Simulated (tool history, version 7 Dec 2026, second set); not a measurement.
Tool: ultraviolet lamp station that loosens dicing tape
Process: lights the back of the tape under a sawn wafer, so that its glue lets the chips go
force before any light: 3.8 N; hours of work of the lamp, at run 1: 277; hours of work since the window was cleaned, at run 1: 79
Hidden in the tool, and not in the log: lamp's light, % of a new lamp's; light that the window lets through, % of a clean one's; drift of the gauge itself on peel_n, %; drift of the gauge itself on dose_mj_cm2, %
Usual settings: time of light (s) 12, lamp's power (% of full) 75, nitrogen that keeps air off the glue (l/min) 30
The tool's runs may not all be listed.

run	hour	time of light (s)	lamp's power (% of full)	nitrogen that keeps air off the glue (l/min)	hours of work of the lamp	hours of work since the window was cleaned	force that peels the tape off (N)	light that reached the tape (J/m2)
1	0.0	12	75	30	277	79	0.560	2450
2	20.3	12	75	30	292	94	0.576	2450
3	36.3	12	75	30	303	106	0.581	2450
4	55.9	12	75	30	318	120	0.612	2430
5	73.7	12	75	30	331	133	0.595	2410
6	83.9	12	75	30	338	140	0.586	2350
7	106.0	12	75	30	354	156	0.595	2360
8	116.5	12	75	30	362	164	0.613	2390
9	135.6	12	75	30	376	178	0.614	2360
10	153.8	11	75	30	389	191	0.720	2150
11	166.3	11	75	30	398	200	0.725	2200
12	176.5	10	75	30	405	207	0.833	1960
13	192.0	12	82	30	417	219	0.537	2520
14	201.6	12	82	30	423	226	0.556	2530
15	217.0	12	82	30	435	237	0.545	2520
16	238.4	12	82	30	450	252	0.533	2470
17	254.9	12	62	32	462	264	0.871	1930
18	276.2	12	62	32	478	280	0.858	1840
19	289.1	7	63	30	487	289	1.598	1080
20	301.2	8	86	15	496	298	1.377	1730
21	316.7	12	91	48	507	309	0.343	2730
# hour 318.7: window cleaned of glue's vapour
22	337.6	12	91	48	522	14	0.359	2610
23	351.5	17	75	30	532	24	0.378	3020
# hour 364.7: window cleaned of glue's vapour, once more
24	370.0	10	75	29	545	4	0.858	1920
25	388.3	12	76	31	558	17	0.620	2370
26	397.4	12	76	31	565	24	0.617	2330
27	416.5	24	86	15	579	38	0.212	5200
28	432.2	24	86	15	590	49	0.223	5240
29	449.1	12	82	30	603	61	0.539	2430

Forecast each of these 5 alternatives for the next run:
A	468.5	8	72	43	617	75	?	?
B	468.5	11	68	20	617	75	?	?
C	468.5	12	65	30	617	75	?	?
D	468.5	13	73	13	617	75	?	?
E	468.5	12	66	30	617	75	?	?

run	force that peels the tape off (N)	light that reached the tape (J/m2)
A	1.060	1450
B	1.092	1880
C	0.839	1930
D	0.962	2410
E	0.796	1930
Without the tool's hidden state the same runs would have given:
run	force that peels the tape off (N)	light that reached the tape (J/m2)
A	0.806	1770
B	0.833	2290
C	0.611	2360
D	0.724	2940
E	0.575	2370
